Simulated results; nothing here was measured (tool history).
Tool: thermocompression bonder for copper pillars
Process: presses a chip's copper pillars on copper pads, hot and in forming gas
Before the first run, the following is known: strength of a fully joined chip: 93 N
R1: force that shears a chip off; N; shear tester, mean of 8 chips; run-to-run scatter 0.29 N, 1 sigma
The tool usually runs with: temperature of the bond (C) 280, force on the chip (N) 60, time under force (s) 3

{"run": 1, "hour": 0.0, "temperature of the bond (C)": 280, "force on the chip (N)": 60, "time under force (s)": 3, "R1": 33.1}
{"run": 2, "hour": 26.1, "temperature of the bond (C)": 280, "force on the chip (N)": 60, "time under force (s)": 3, "R1": 33.2}
{"run": 3, "hour": 41.2, "temperature of the bond (C)": 280, "force on the chip (N)": 60, "time under force (s)": 3, "R1": 31.8}
{"run": 4, "hour": 63.2, "temperature of the bond (C)": 280, "force on the chip (N)": 60, "time under force (s)": 3, "R1": 32.8}
{"run": 5, "hour": 78.4, "temperature of the bond (C)": 280, "force on the chip (N)": 80, "time under force (s)": 3, "R1": 39.6}
{"run": 6, "hour": 100.4, "temperature of the bond (C)": 280, "force on the chip (N)": 60, "time under force (s)": 3, "R1": 32.6}
{"run": 7, "hour": 121.0, "temperature of the bond (C)": 280, "force on the chip (N)": 60, "time under force (s)": 3, "R1": 31.9}
{"run": 8, "hour": 141.6, "temperature of the bond (C)": 280, "force on the chip (N)": 60, "time under force (s)": 8, "R1": 46.4}
{"run": 9, "hour": 168.4, "temperature of the bond (C)": 280, "force on the chip (N)": 60, "time under force (s)": 3, "R1": 31.9}
{"run": 10, "hour": 192.0, "temperature of the bond (C)": 280, "force on the chip (N)": 60, "time under force (s)": 3, "R1": 32.3}
{"run": 11, "hour": 217.4, "temperature of the bond (C)": 280, "force on the chip (N)": 60, "time under force (s)": 3, "R1": 31.8}
{"run": 12, "hour": 233.1, "temperature of the bond (C)": 280, "force on the chip (N)": 60, "time under force (s)": 8, "R1": 46.0}
{"run": 13, "hour": 258.3, "temperature of the bond (C)": 275, "force on the chip (N)": 55, "time under force (s)": 2, "R1": 23.9}
{"hour": 261.6, "done": "force cell calibrated"}
{"run": 14, "hour": 279.1, "temperature of the bond (C)": 261, "force on the chip (N)": 49, "time under force (s)": 7, "R1": 30.8}
{"run": 15, "hour": 305.2, "temperature of the bond (C)": 310, "force on the chip (N)": 54, "time under force (s)": 3, "R1": 42.8}
{"hour": 309.5, "done": "forming gas filter changed"}
{"run": 16, "hour": 320.7, "temperature of the bond (C)": 299, "force on the chip (N)": 54, "time under force (s)": 3, "R1": 38.1}
{"run": 17, "hour": 346.9, "temperature of the bond (C)": 258, "force on the chip (N)": 44, "time under force (s)": 3, "R1": 19.1}
{"run": 18, "hour": 363.1, "temperature of the bond (C)": 287, "force on the chip (N)": 88, "time under force (s)": 3, "R1": 45.0}
{"run": 19, "hour": 376.8, "temperature of the bond (C)": 287, "force on the chip (N)": 88, "time under force (s)": 3, "R1": 45.5}
{"hour": 380.5, "done": "heater calibrated with a thermocouple chip"}
{"run": 20, "hour": 408.0, "temperature of the bond (C)": 267, "force on the chip (N)": 49, "time under force (s)": 3, "R1": 27.3}
{"hour": 417.3, "done": "force cell calibrated, once more"}
{"run": 21, "hour": 421.8, "temperature of the bond (C)": 280, "force on the chip (N)": 79, "time under force (s)": 3, "R1": 42.1}

Branching from run 21: 5 alternative next runs. What would each branch give?
{"run": "A", "hour": 445.8, "temperature of the bond (C)": 280, "force on the chip (N)": 79, "time under force (s)": 2, "R1": "?"}
{"run": "B", "hour": 445.8, "temperature of the bond (C)": 280, "force on the chip (N)": 74, "time under force (s)": 4, "R1": "?"}
{"run": "C", "hour": 445.8, "temperature of the bond (C)": 257, "force on the chip (N)": 84, "time under force (s)": 6, "R1": "?"}
{"run": "D", "hour": 445.8, "temperature of the bond (C)": 263, "force on the chip (N)": 51, "time under force (s)": 5, "R1": "?"}
{"run": "E", "hour": 445.8, "temperature of the bond (C)": 280, "force on the chip (N)": 39, "time under force (s)": 3, "R1": "?"}

run=A R1=35.3
run=B R1=44.1
run=C R1=41.6
run=D R1=31.1
run=E R1=26.3
With the hidden condition removed and each run's random variation left untouched, the same runs would have given:
run=A R1=36.1
run=B R1=45.0
run=C R1=42.6
run=D R1=31.8
run=E R1=26.9

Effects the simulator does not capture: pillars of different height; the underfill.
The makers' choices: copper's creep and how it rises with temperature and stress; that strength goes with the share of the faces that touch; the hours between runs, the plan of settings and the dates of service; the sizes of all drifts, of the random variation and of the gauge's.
